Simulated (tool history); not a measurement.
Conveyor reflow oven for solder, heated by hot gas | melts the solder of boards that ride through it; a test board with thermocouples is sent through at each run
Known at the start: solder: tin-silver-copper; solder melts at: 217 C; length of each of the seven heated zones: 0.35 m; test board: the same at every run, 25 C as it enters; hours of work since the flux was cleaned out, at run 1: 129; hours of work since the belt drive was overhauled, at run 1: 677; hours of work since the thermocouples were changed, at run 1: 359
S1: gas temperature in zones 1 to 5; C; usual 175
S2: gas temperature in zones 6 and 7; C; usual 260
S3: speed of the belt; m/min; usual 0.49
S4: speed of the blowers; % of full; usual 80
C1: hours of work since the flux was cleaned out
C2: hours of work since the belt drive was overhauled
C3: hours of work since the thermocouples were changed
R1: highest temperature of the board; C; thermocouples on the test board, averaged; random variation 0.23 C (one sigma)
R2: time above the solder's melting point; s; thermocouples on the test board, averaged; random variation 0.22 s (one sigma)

run 1 hour=0 | S1=175 S2=260 S3=0.49 S4=80 | C1=129 C2=677 C3=359 | R1=249.6 R2=63.8
run 2 hour=53.9 | S1=175 S2=260 S3=0.49 S4=80 | C1=152 C2=699 C3=381 | R1=249.2 R2=64.2
run 3 hour=109.1 | S1=175 S2=260 S3=0.49 S4=80 | C1=175 C2=722 C3=404 | R1=249.4 R2=63.9
run 4 hour=136.1 | S1=175 S2=260 S3=0.49 S4=80 | C1=186 C2=733 C3=415 | R1=249.3 R2=63.3
run 5 hour=161.2 | S1=175 S2=260 S3=0.49 S4=80 | C1=196 C2=744 C3=426 | R1=249.5 R2=63.9
-- hour=185.1 flux residue cleaned out of gas plates and filters
run 6 hour=222.8 | S1=175 S2=260 S3=0.49 S4=80 | C1=16 C2=767 C3=449 | R1=249.7 R2=63.9
run 7 hour=265.3 | S1=175 S2=260 S3=0.49 S4=80 | C1=33 C2=785 C3=466 | R1=249.3 R2=64.1
-- hour=280.7 belt drive overhauled, speed set with a stopwatch
run 8 hour=309.5 | S1=175 S2=260 S3=0.49 S4=80 | C1=50 C2=12 C3=483 | R1=249.3 R2=63.8
run 9 hour=357.4 | S1=175 S2=260 S3=0.59 S4=53 | C1=70 C2=32 C3=503 | R1=234.4 R2=33.3
run 10 hour=393.4 | S1=172 S2=258 S3=0.511 S4=71 | C1=85 C2=47 C3=518 | R1=243.7 R2=53.8
run 11 hour=444.8 | S1=175 S2=263 S3=0.49 S4=76 | C1=106 C2=68 C3=539 | R1=250.8 R2=64.7
run 12 hour=478.6 | S1=175 S2=263 S3=0.49 S4=76 | C1=120 C2=82 C3=553 | R1=251.3 R2=64.7
run 13 hour=505.7 | S1=175 S2=249 S3=0.505 S4=86 | C1=131 C2=93 C3=564 | R1=239.9 R2=54.9
run 14 hour=533.7 | S1=178 S2=260 S3=0.486 S4=82 | C1=143 C2=105 C3=576 | R1=250 R2=66.6

Forecast each of these 3 alternatives for the next run:
run A hour=578.8 | S1=178 S2=265 S3=0.486 S4=82 | C1=161 C2=123 C3=595 | R1=? R2=?
run B hour=578.8 | S1=172 S2=267 S3=0.49 S4=64 | C1=161 C2=123 C3=595 | R1=? R2=?
run C hour=578.8 | S1=175 S2=254 S3=0.49 S4=75 | C1=161 C2=123 C3=595 | R1=? R2=?

run=A R1=254.5 R2=69.7
run=B R1=250.3 R2=61.8
run=C R1=243.1 R2=57.9
Without the tool's hidden state the same runs would have given:
run=A R1=254.6 R2=69.9
run=B R1=250.5 R2=62
run=C R1=243.2 R2=58.1
